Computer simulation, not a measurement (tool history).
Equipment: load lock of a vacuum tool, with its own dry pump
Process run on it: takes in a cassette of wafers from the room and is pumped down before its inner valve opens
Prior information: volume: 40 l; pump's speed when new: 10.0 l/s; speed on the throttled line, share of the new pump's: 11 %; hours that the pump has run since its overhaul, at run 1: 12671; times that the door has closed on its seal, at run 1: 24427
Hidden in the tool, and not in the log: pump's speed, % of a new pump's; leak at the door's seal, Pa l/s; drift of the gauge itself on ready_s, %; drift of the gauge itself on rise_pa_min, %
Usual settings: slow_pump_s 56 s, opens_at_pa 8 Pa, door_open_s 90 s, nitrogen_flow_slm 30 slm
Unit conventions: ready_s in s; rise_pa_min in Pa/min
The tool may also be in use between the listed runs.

run	day	slow_pump_s	opens_at_pa	door_open_s	nitrogen_flow_slm	hours that the pump has run since its overhaul	times that the door has closed on its seal	incoming humidity of the room's air, %	ready_s	rise_pa_min
1	0.000	56	8	90	30	12671	24427	48.1	95.5	0.124
# day 1.583: dry pump taken out, an overhauled one fitted
2	16.188	42	8	90	30	351	25636	46.1	76.1	0.129
3	32.579	72	8	90	30	744	26881	42.6	104.4	0.132
4	42.688	72	8	90	30	987	27648	42.2	102.9	0.136
5	55.846	72	8	90	30	1302	28647	44.6	104.7	0.144
6	65.412	72	8	90	30	1532	29373	46.5	104.8	0.144
7	76.167	56	8	90	30	1790	30190	48.0	89.5	0.150
8	84.492	56	11	90	30	1990	30822	44.5	88.7	0.145
9	99.096	56	8	30	30	2340	31931	44.6	89.7	0.138
10	114.729	56	8	30	30	2716	33117	45.9	91.8	0.150
11	125.367	56	8	30	30	2971	33925	43.9	90.9	0.147
12	141.383	68	8	90	30	3355	35141	46.9	100.6	0.179
13	157.762	56	8	90	30	3748	36384	44.6	90.8	0.182
14	166.421	56	8	90	30	3956	37042	48.4	90.6	0.185
15	183.829	56	8	90	30	4374	38363	47.7	89.9	0.194
16	193.488	56	8	134	30	4606	39096	41.5	91.5	0.196
17	205.833	56	8	134	30	4902	40034	49.4	91.1	0.214
18	223.283	56	8	90	30	5321	41359	44.9	91.4	0.197
19	242.592	56	8	186	30	5784	42825	44.6	92.5	0.229
20	251.579	31	10	73	12	6000	43507	45.1	68.3	0.232
21	267.933	69	7	124	9	6392	44748	48.5	103.9	0.266
22	279.375	78	8	124	9	6667	45617	45.2	111.7	0.264
23	295.858	62	6	34	30	7063	46868	42.7	99.1	0.223
24	304.667	44	7	39	30	7274	47537	47.3	83.2	0.232
25	313.846	54	7	39	29	7494	48234	43.2	91.0	0.229
26	329.746	54	7	39	29	7876	49441	44.5	91.9	0.246
27	348.900	54	7	69	7	8336	50895	44.8	91.2	0.281
28	362.388	54	7	69	34	8659	51919	44.1	92.0	0.265
29	371.779	39	15	136	34	8885	52632	44.4	75.1	0.275
30	386.312	56	12	90	16	9234	53735	48.8	92.2	0.297
31	405.817	56	12	36	7	9702	55216	47.0	91.3	0.298
32	424.562	56	12	36	7	10152	56639	44.6	92.0	0.297
33	442.458	37	12	36	7	10581	57998	46.0	76.3	0.314
34	456.612	56	8	49	30	10921	59072	43.1	95.3	0.310
35	464.633	74	8	90	7	11113	59681	44.7	110.5	0.346
36	473.462	74	8	90	7	11325	60351	44.9	110.8	0.358
37	485.396	56	8	90	4	11612	61257	48.7	95.5	0.372
38	497.496	56	7	75	7	11902	62176	45.4	96.8	0.372

Entry by entry between the runs, the difference in hidden state between the last listed run before and the first listed run after:
Runs 1 to 2: dry pump taken out, an overhauled one fitted (day 1.583)
  pump's speed, % of a new pump's: 80.4 -> 97; leak at the door's seal, Pa l/s: 0.0502 -> 0.0538
  measured result minus the result with no hidden state, ready_s: +7.8 -> +1.0 s; rise_pa_min: +0.072 -> +0.077 Pa/min
